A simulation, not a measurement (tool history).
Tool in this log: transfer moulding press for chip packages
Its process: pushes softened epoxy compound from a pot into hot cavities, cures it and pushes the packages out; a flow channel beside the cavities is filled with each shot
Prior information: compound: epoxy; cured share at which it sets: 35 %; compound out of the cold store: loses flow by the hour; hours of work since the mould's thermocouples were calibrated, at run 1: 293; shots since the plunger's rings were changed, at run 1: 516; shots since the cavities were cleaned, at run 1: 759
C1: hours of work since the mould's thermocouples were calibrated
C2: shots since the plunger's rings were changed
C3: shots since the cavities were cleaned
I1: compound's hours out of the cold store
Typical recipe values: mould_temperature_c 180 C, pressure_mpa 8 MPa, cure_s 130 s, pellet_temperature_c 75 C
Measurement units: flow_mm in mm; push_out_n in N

run 1 day=0 | mould_temperature_c=180 pressure_mpa=8 cure_s=130 pellet_temperature_c=75 | C1=293 C2=516 C3=759 | I1=43.8 | flow_mm=816 push_out_n=361
-- day=1.088 cavities cleaned with cleaning compound and waxed
run 2 day=3.371 | mould_temperature_c=180 pressure_mpa=8 cure_s=130 pellet_temperature_c=75 | C1=350 C2=1336 C3=566 | I1=29.8 | flow_mm=866 push_out_n=317
-- day=5.308 cavities cleaned with cleaning compound and waxed
run 3 day=7.083 | mould_temperature_c=180 pressure_mpa=8 cure_s=130 pellet_temperature_c=75 | C1=414 C2=2241 C3=441 | I1=34.8 | flow_mm=828 push_out_n=305
-- day=9.408 cavities cleaned with cleaning compound and waxed
run 4 day=10.767 | mould_temperature_c=180 pressure_mpa=8 cure_s=130 pellet_temperature_c=75 | C1=477 C2=3138 C3=337 | I1=27.5 | flow_mm=849 push_out_n=288
-- day=13.5 cavities cleaned with cleaning compound and waxed
run 5 day=13.5 | mould_temperature_c=180 pressure_mpa=8 cure_s=130 pellet_temperature_c=75 | C1=523 C2=3799 C3=0 | I1=30.4 | flow_mm=839 push_out_n=213
-- day=14.4 plunger's sealing rings changed
run 6 day=17.062 | mould_temperature_c=180 pressure_mpa=8 cure_s=130 pellet_temperature_c=75 | C1=584 C2=660 C3=857 | I1=19.9 | flow_mm=912 push_out_n=375
-- day=17.429 mould's thermocouples calibrated
-- day=17.862 cavities cleaned with cleaning compound and waxed
run 7 day=20.246 | mould_temperature_c=180 pressure_mpa=8 cure_s=130 pellet_temperature_c=75 | C1=48 C2=1413 C3=591 | I1=21.3 | flow_mm=891 push_out_n=327
-- day=22.017 cavities cleaned with cleaning compound and waxed
run 8 day=23.021 | mould_temperature_c=177 pressure_mpa=8 cure_s=130 pellet_temperature_c=75 | C1=95 C2=2086 C3=249 | I1=40.5 | flow_mm=818 push_out_n=300
run 9 day=25.054 | mould_temperature_c=177 pressure_mpa=8 cure_s=130 pellet_temperature_c=75 | C1=131 C2=2589 C3=752 | I1=43 | flow_mm=822 push_out_n=384
-- day=26.25 cavities cleaned with cleaning compound and waxed
run 10 day=28.783 | mould_temperature_c=177 pressure_mpa=8 cure_s=130 pellet_temperature_c=75 | C1=194 C2=3498 C3=627 | I1=20 | flow_mm=890 push_out_n=391
-- day=30.325 cavities cleaned with cleaning compound and waxed
-- day=30.875 plunger's sealing rings changed
run 11 day=31.55 | mould_temperature_c=177 pressure_mpa=8 cure_s=130 pellet_temperature_c=75 | C1=240 C2=167 C3=277 | I1=38 | flow_mm=858 push_out_n=303
-- day=34.5 cavities cleaned with cleaning compound and waxed
run 12 day=35.217 | mould_temperature_c=180 pressure_mpa=8 cure_s=123 pellet_temperature_c=75 | C1=302 C2=1060 C3=177 | I1=10.8 | flow_mm=949 push_out_n=284
-- day=38.646 cavities cleaned with cleaning compound and waxed
run 13 day=39.062 | mould_temperature_c=184 pressure_mpa=8 cure_s=130 pellet_temperature_c=75 | C1=368 C2=1998 C3=104 | I1=8.1 | flow_mm=931 push_out_n=214
run 14 day=41.967 | mould_temperature_c=184 pressure_mpa=8 cure_s=130 pellet_temperature_c=75 | C1=419 C2=2718 C3=824 | I1=38.8 | flow_mm=795 push_out_n=311
-- day=42.833 cavities cleaned with cleaning compound and waxed
run 15 day=45.079 | mould_temperature_c=184 pressure_mpa=8 cure_s=150 pellet_temperature_c=75 | C1=472 C2=3473 C3=556 | I1=9.6 | flow_mm=911 push_out_n=280
-- day=46.875 cavities cleaned with cleaning compound and waxed
-- day=47.204 plunger's sealing rings changed
run 16 day=48.675 | mould_temperature_c=186 pressure_mpa=6.52 cure_s=139 pellet_temperature_c=82 | C1=532 C2=365 C3=421 | I1=15.6 | flow_mm=824 push_out_n=256
-- day=51.079 cavities cleaned with cleaning compound and waxed
run 17 day=51.296 | mould_temperature_c=175 pressure_mpa=8.94 cure_s=130 pellet_temperature_c=75 | C1=576 C2=998 C3=53 | I1=44.3 | flow_mm=877 push_out_n=286
-- day=52.275 mould's thermocouples calibrated
run 18 day=53.804 | mould_temperature_c=175 pressure_mpa=8.94 cure_s=130 pellet_temperature_c=75 | C1=27 C2=1599 C3=654 | I1=9.5 | flow_mm=1016 push_out_n=436
-- day=55.267 cavities cleaned with cleaning compound and waxed
run 19 day=56.967 | mould_temperature_c=180 pressure_mpa=8 cure_s=130 pellet_temperature_c=70 | C1=81 C2=2367 C3=421 | I1=20.8 | flow_mm=890 push_out_n=302
run 20 day=58.704 | mould_temperature_c=185 pressure_mpa=8 cure_s=139 pellet_temperature_c=75 | C1=111 C2=2798 C3=852 | I1=25.4 | flow_mm=855 push_out_n=304
-- day=59.325 cavities cleaned with cleaning compound and waxed
run 21 day=61.267 | mould_temperature_c=185 pressure_mpa=8 cure_s=139 pellet_temperature_c=75 | C1=154 C2=3418 C3=481 | I1=8.3 | flow_mm=915 push_out_n=261
-- day=63.425 cavities cleaned with cleaning compound and waxed
-- day=63.771 plunger's sealing rings changed
run 22 day=65.088 | mould_temperature_c=180 pressure_mpa=8.42 cure_s=129 pellet_temperature_c=76 | C1=218 C2=327 C3=386 | I1=42.8 | flow_mm=840 push_out_n=289
run 23 day=66.825 | mould_temperature_c=173 pressure_mpa=8 cure_s=130 pellet_temperature_c=74 | C1=248 C2=758 C3=817 | I1=18.7 | flow_mm=932 push_out_n=551
-- day=67.642 cavities cleaned with cleaning compound and waxed
run 24 day=69.671 | mould_temperature_c=173 pressure_mpa=8 cure_s=130 pellet_temperature_c=74 | C1=297 C2=1447 C3=503 | I1=44.4 | flow_mm=834 push_out_n=442
run 25 day=71.279 | mould_temperature_c=182 pressure_mpa=9.6 cure_s=130 pellet_temperature_c=74 | C1=325 C2=1846 C3=902 | I1=13.9 | flow_mm=999 push_out_n=356
-- day=71.658 cavities cleaned with cleaning compound and waxed
run 26 day=73.404 | mould_temperature_c=180 pressure_mpa=6.16 cure_s=130 pellet_temperature_c=75 | C1=361 C2=2357 C3=433 | I1=9.1 | flow_mm=815 push_out_n=299
-- day=75.721 cavities cleaned with cleaning compound and waxed
run 27 day=76.192 | mould_temperature_c=178 pressure_mpa=6.93 cure_s=116 pellet_temperature_c=80 | C1=408 C2=3033 C3=117 | I1=35.6 | flow_mm=771 push_out_n=300

Each row is a separate what-if for the run after 27, all from the same tool condition, not one after another. Results?
run A day=78.7 | mould_temperature_c=178 pressure_mpa=9.66 cure_s=165 pellet_temperature_c=70 | C1=452 C2=3654 C3=738 | I1=8.3 | flow_mm=? push_out_n=?
run B day=78.7 | mould_temperature_c=178 pressure_mpa=6.93 cure_s=116 pellet_temperature_c=67 | C1=452 C2=3654 C3=738 | I1=15.2 | flow_mm=? push_out_n=?
run C day=78.7 | mould_temperature_c=178 pressure_mpa=6.93 cure_s=149 pellet_temperature_c=80 | C1=452 C2=3654 C3=738 | I1=12.1 | flow_mm=? push_out_n=?
run D day=78.7 | mould_temperature_c=178 pressure_mpa=7.81 cure_s=139 pellet_temperature_c=80 | C1=452 C2=3654 C3=738 | I1=43.4 | flow_mm=? push_out_n=?

run=A flow_mm=1046 push_out_n=316
run=B flow_mm=839 push_out_n=505
run=C flow_mm=854 push_out_n=324
run=D flow_mm=787 push_out_n=338
The same runs, with their run-to-run variation unchanged, on a tool lacking any hidden condition would have given:
run=A flow_mm=1090 push_out_n=179
run=B flow_mm=875 push_out_n=277
run=C flow_mm=890 push_out_n=177
run=D flow_mm=820 push_out_n=192
